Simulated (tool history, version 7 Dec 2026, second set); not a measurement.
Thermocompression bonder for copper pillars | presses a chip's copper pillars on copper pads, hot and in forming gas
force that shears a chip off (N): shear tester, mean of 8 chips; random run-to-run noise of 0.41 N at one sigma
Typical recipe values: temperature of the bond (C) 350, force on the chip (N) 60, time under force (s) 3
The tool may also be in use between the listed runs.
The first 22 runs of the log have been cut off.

run,hour,temperature of the bond (C),force on the chip (N),time under force (s),hours of work since the heater was calibrated,hours of work since the force cell was calibrated,hours of work since the gas filter was changed,force that shears a chip off (N)
23,246.3,370,60,2,350,385,11,41.9
24,257.1,350,40,3,355,390,16,32
25,265.7,353,60,3,359,394,20,42.2
26,276,374,47,3,364,399,25,43.3
27,289.8,341,73,4,370,405,31,48.7
28,303.6,375,65,4,377,412,38,57.2
29,311.1,362,49,4,380,415,42,45.1
30,321.3,354,49,3,385,420,46,38.3
31,333.8,367,49,3,391,426,52,41.6
32,348,367,49,3,398,433,59,41.2
33,355.2,367,49,3,401,436,62,42.3
34,366.8,350,50,2,407,442,68,31.7
35,379.6,350,70,3,413,448,74,46.2
36,391.2,359,49,2,418,453,79,33
37,397.3,350,49,5,421,456,82,45
38,403.7,326,87,2,424,459,85,36.1
39,418.1,326,87,2,431,466,92,36.4
40,430.9,350,62,3,437,472,98,42.3

Each row is a separate what-if for the run after 40, all from the same tool condition, not one after another. Results?
A,439.2,364,60,3,441,476,102,?
B,439.2,350,38,4,441,476,102,?
C,439.2,350,71,3,441,476,102,?
D,439.2,337,38,4,441,476,102,?

run,force that shears a chip off (N)
A,46.2
B,34.8
C,44.7
D,30.7
What these runs would have given with no unlogged condition in the tool:
run,force that shears a chip off (N)
A,46.5
B,35
C,44.9
D,30.8

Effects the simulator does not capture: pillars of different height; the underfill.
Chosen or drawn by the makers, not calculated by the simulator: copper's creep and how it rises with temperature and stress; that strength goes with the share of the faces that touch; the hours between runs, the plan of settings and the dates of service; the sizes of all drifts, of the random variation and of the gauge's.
